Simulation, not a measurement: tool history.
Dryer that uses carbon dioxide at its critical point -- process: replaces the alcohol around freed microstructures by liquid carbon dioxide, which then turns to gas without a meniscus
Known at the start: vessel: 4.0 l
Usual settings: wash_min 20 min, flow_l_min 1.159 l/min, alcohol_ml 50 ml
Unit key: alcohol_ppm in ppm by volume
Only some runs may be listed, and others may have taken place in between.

run,day,wash_min,flow_l_min,alcohol_ml,alcohol_ppm
1,0.000,20,1.159,50,75
2,0.350,12,1.159,50,465
3,0.942,12,1.159,50,486
4,1.388,12,1.159,50,478
5,1.992,12,1.159,50,503
6,2.612,12,1.159,50,515

What will run 7 give?
7,3.342,17,1.159,77,?

Run 7 produced alcohol_ppm 228 ppm by volume.
Without the tool's hidden state the same run would have given alcohol_ppm 164 ppm by volume.

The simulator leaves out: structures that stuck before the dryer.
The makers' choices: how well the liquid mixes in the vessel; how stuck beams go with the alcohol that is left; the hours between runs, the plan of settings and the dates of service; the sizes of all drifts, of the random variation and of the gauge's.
